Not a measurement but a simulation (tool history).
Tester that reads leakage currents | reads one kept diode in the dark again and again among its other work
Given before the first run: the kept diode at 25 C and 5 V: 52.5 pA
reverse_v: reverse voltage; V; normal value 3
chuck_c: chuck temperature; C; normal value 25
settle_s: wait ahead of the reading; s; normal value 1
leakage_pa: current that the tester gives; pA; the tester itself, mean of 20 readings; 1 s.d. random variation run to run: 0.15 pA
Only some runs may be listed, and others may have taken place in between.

| run | day | reverse_v | chuck_c | settle_s | leakage_pa |
|---|---|---|---|---|---|
| 1 | 0 | 3 | 25 | 1 | 51.65 |
| 2 | 4.738 | 3 | 25 | 1 | 51.95 |
| 3 | 9.833 | 3 | 25 | 1 | 52.54 |
| 4 | 15.862 | 3 | 25 | 1 | 52.84 |
| 5 | 19.5 | 3 | 25 | 1 | 52.97 |
| 6 | 23.983 | 7.16 | 25 | 1 | 77.96 |
| 7 | 28.292 | 7.16 | 25 | 1 | 78.32 |
| 8 | 32.196 | 7.16 | 25 | 1 | 78.61 |
| 9 | 38.242 | 12.84 | 25 | 1 | 106.31 |
| 10 | 44.404 | 12.84 | 25 | 1 | 107.32 |
| 11 | 49.075 | 12.84 | 25 | 1 | 108.03 |
| 12 | 54.133 | 3 | 25 | 1 | 54.74 |
| 13 | 58.471 | 3 | 25 | 1 | 48.22 |
| 14 | 61.842 | 3 | 25 | 1 | 48.37 |
| 15 | 64.6 | 3 | 26 | 1 | 52.45 |
| 16 | 67.362 | 3.98 | 25 | 1 | 53.17 |
| 17 | 70.638 | 3 | 23 | 1 | 42 |
| 18 | 74.1 | 3 | 23 | 1 | 41.87 |
| 19 | 79.238 | 7.47 | 33 | 2.98 | 122.67 |
| 20 | 83.838 | 16.02 | 51 | 7.88 | 574.78 |
| 21 | 90.071 | 1.46 | 48 | 9.21 | 217.12 |
| 22 | 93.771 | 1.46 | 48 | 9.21 | 218.28 |
| 23 | 97.092 | 3 | 54 | 4.23 | 417.9 |
| 24 | 103.479 | 11.22 | 32 | 7.3 | 134.22 |
| 25 | 108.758 | 11.22 | 32 | 7.3 | 135.62 |
| 26 | 114.317 | 3.28 | 25 | 1 | 53.44 |
| 27 | 120.342 | 3.28 | 25 | 1 | 53.29 |
| 28 | 124.658 | 3.28 | 25 | 1 | 54.04 |
| 29 | 128.392 | 3 | 31 | 1 | 82.93 |
| 30 | 133.583 | 3.21 | 59 | 4.26 | 607.94 |
| 31 | 139.221 | 3.21 | 59 | 1.32 | 608.37 |
| 32 | 143.25 | 3.21 | 59 | 1.32 | 611.06 |
| 33 | 149.196 | 6.31 | 37 | 4.04 | 168.08 |

Withheld: 1 entry from between the runs. Position of each, and hidden state at the listed run before versus the listed run after:
After run 12, before run 13: probe card cleaned and baked (day 57.683)
  stray current of the dirty probe card, pA a volt: 2.343 -> 0.031; current scale over the true one, %: 0.76 -> 0.78; true chuck temperature over the reading, C: 0.49 -> 0.52
  measured minus no-state result, leakage_pa: +9.18 -> +2.36 pA
